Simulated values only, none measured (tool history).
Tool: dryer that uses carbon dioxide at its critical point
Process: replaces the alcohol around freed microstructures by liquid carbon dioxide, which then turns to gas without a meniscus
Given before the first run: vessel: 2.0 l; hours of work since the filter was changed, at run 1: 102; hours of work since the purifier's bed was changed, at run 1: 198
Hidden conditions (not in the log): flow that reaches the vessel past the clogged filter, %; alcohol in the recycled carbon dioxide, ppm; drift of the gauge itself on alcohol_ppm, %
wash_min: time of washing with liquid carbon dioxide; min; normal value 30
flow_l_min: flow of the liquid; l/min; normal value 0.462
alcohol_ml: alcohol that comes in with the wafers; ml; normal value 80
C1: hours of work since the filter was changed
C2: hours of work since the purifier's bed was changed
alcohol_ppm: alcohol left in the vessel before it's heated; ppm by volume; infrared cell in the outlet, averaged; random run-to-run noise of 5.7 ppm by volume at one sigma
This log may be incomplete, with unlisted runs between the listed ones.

Run 1, day 0.000: usual settings; C1 102; C2 198. Result: alcohol_ppm 251 ppm by volume.
Run 2, day 0.254: usual settings but alcohol_ml 21 ml; C1 106; C2 202. Result: alcohol_ppm 95 ppm by volume.
Run 3, day 0.650: usual settings but alcohol_ml 21 ml; C1 111; C2 208. Result: alcohol_ppm 78 ppm by volume.
Run 4, day 0.962: usual settings but alcohol_ml 21 ml; C1 116; C2 212. Result: alcohol_ppm 89 ppm by volume.
Run 5, day 1.292: usual settings but flow_l_min 0.426 l/min, alcohol_ml 21 ml; C1 121; C2 217. Result: alcohol_ppm 117 ppm by volume.
Run 6, day 1.612: usual settings but flow_l_min 0.426 l/min, alcohol_ml 21 ml; C1 126; C2 222. Result: alcohol_ppm 127 ppm by volume.
Run 7, day 1.896: usual settings but flow_l_min 0.426 l/min, alcohol_ml 21 ml; C1 130; C2 226. Result: alcohol_ppm 128 ppm by volume.
Run 8, day 2.175: usual settings but flow_l_min 0.418 l/min; C1 134; C2 230. Result: alcohol_ppm 433 ppm by volume.
Run 9, day 2.446: usual settings but wash_min 46 min, flow_l_min 0.418 l/min; C1 138; C2 234. Result: alcohol_ppm 65 ppm by volume.
Run 10, day 2.738: usual settings but wash_min 46 min, flow_l_min 0.418 l/min; C1 142; C2 239. Result: alcohol_ppm 63 ppm by volume.
Run 11, day 2.988: usual settings; C1 146; C2 242. Result: alcohol_ppm 280 ppm by volume.
Run 12, day 3.283: usual settings; C1 151; C2 247. Result: alcohol_ppm 269 ppm by volume.
Run 13, day 3.458: usual settings; C1 153; C2 249. Result: alcohol_ppm 277 ppm by volume.
Run 14, day 3.708: usual settings; C1 157; C2 253. Result: alcohol_ppm 297 ppm by volume.
Run 15, day 3.904: usual settings; C1 160; C2 256. Result: alcohol_ppm 290 ppm by volume.
Run 16, day 4.096: usual settings; C1 163; C2 259. Result: alcohol_ppm 306 ppm by volume.
Run 17, day 4.296: usual settings; C1 166; C2 262. Result: alcohol_ppm 299 ppm by volume.
Run 18, day 4.467: usual settings but flow_l_min 0.732 l/min; C1 168; C2 264. Result: alcohol_ppm 44 ppm by volume.
Run 19, day 4.688: usual settings but flow_l_min 0.732 l/min; C1 171; C2 268. Result: alcohol_ppm 48 ppm by volume.
Run 20, day 5.050: usual settings but alcohol_ml 23 ml; C1 177; C2 273. Result: alcohol_ppm 114 ppm by volume.
Run 21, day 5.412: usual settings but alcohol_ml 23 ml; C1 182; C2 278. Result: alcohol_ppm 109 ppm by volume.
Run 22, day 5.725: usual settings but alcohol_ml 23 ml; C1 187; C2 283. Result: alcohol_ppm 121 ppm by volume.
Run 23, day 6.092: usual settings; C1 192; C2 288. Result: alcohol_ppm 304 ppm by volume.
Run 24, day 6.479: usual settings but wash_min 23 min, flow_l_min 0.295 l/min, alcohol_ml 106 ml; C1 198; C2 294. Result: alcohol_ppm 4564 ppm by volume.
Run 25, day 6.821: usual settings but wash_min 23 min, flow_l_min 0.295 l/min, alcohol_ml 106 ml; C1 203; C2 299. Result: alcohol_ppm 4609 ppm by volume.
Run 26, day 7.058: usual settings but flow_l_min 0.698 l/min; C1 207; C2 303. Result: alcohol_ppm 64 ppm by volume.
Run 27, day 7.450: usual settings but wash_min 44 min, flow_l_min 0.541 l/min, alcohol_ml 76 ml; C1 212; C2 309. Result: alcohol_ppm 42 ppm by volume.
Run 28, day 7.762: usual settings but wash_min 25 min, flow_l_min 0.450 l/min, alcohol_ml 25 ml; C1 217; C2 313. Result: alcohol_ppm 263 ppm by volume.
Run 29, day 7.992: usual settings but wash_min 43 min; C1 220; C2 317. Result: alcohol_ppm 71 ppm by volume.
Run 30, day 8.342: usual settings but wash_min 43 min, flow_l_min 0.573 l/min, alcohol_ml 75 ml; C1 226; C2 322. Result: alcohol_ppm 46 ppm by volume.
Run 31, day 8.575: usual settings but wash_min 23 min, flow_l_min 0.361 l/min, alcohol_ml 117 ml; C1 229; C2 325. Result: alcohol_ppm 3064 ppm by volume.
Run 32, day 8.800: usual settings but wash_min 23 min, flow_l_min 0.361 l/min, alcohol_ml 117 ml; C1 232; C2 329. Result: alcohol_ppm 3144 ppm by volume.
Run 33, day 9.075: usual settings but flow_l_min 0.287 l/min; C1 236; C2 333. Result: alcohol_ppm 1924 ppm by volume.
Run 34, day 9.475: usual settings but flow_l_min 0.287 l/min; C1 242; C2 339. Result: alcohol_ppm 1958 ppm by volume.
Run 35, day 9.867: usual settings but wash_min 29 min, flow_l_min 0.458 l/min, alcohol_ml 32 ml; C1 248; C2 344. Result: alcohol_ppm 201 ppm by volume.
Run 36, day 10.238: usual settings but wash_min 29 min, flow_l_min 0.458 l/min, alcohol_ml 30 ml; C1 254; C2 350. Result: alcohol_ppm 186 ppm by volume.
Run 37, day 10.533: usual settings but wash_min 29 min, flow_l_min 0.458 l/min, alcohol_ml 30 ml; C1 258; C2 354. Result: alcohol_ppm 180 ppm by volume.
Run 38, day 10.900: usual settings but wash_min 29 min, flow_l_min 0.326 l/min, alcohol_ml 108 ml; C1 264; C2 360. Result: alcohol_ppm 2040 ppm by volume.
Run 39, day 11.275: usual settings but wash_min 21 min, flow_l_min 0.558 l/min, alcohol_ml 47 ml; C1 269; C2 365. Result: alcohol_ppm 437 ppm by volume.
Run 40, day 11.546: usual settings but wash_min 21 min, flow_l_min 0.558 l/min, alcohol_ml 47 ml; C1 273; C2 369. Result: alcohol_ppm 434 ppm by volume.
Run 41, day 11.792: usual settings but wash_min 21 min, flow_l_min 0.558 l/min, alcohol_ml 47 ml; C1 277; C2 373. Result: alcohol_ppm 451 ppm by volume.
Run 42, day 11.988: usual settings but wash_min 21 min, flow_l_min 0.558 l/min, alcohol_ml 47 ml; C1 280; C2 376. Result: alcohol_ppm 457 ppm by volume.
Run 43, day 12.346: usual settings but wash_min 34 min, flow_l_min 0.369 l/min, alcohol_ml 22 ml; C1 285; C2 381. Result: alcohol_ppm 197 ppm by volume.
Run 44, day 12.708: usual settings but wash_min 34 min, flow_l_min 0.369 l/min, alcohol_ml 22 ml; C1 290; C2 387. Result: alcohol_ppm 180 ppm by volume.
Run 45, day 12.875: usual settings but wash_min 34 min, flow_l_min 0.660 l/min, alcohol_ml 22 ml; C1 293; C2 389. Result: alcohol_ppm 51 ppm by volume.
Run 46, day 13.250: usual settings but wash_min 34 min, flow_l_min 0.660 l/min, alcohol_ml 22 ml; C1 298; C2 395. Result: alcohol_ppm 59 ppm by volume.

Branching from run 46: 4 alternative next runs. What would each branch give?
Run A, day 13.596: usual settings but wash_min 21 min, flow_l_min 0.660 l/min, alcohol_ml 60 ml; C1 304; C2 400. Result: alcohol_ppm ?.
Run B, day 13.596: usual settings but wash_min 29 min, flow_l_min 0.459 l/min; C1 304; C2 400. Result: alcohol_ppm ?.
Run C, day 13.596: usual settings but wash_min 22 min, flow_l_min 0.660 l/min, alcohol_ml 22 ml; C1 304; C2 400. Result: alcohol_ppm ?.
Run D, day 13.596: usual settings but wash_min 38 min; C1 304; C2 400. Result: alcohol_ppm ?.

run  alcohol_ppm
  A          294
  B          463
  C          121
  D          154
Take away the tool's hidden state, keep each run's random variation, and the runs would have read:
run  alcohol_ppm
  A          136
  B          234
  C           44
  D           59
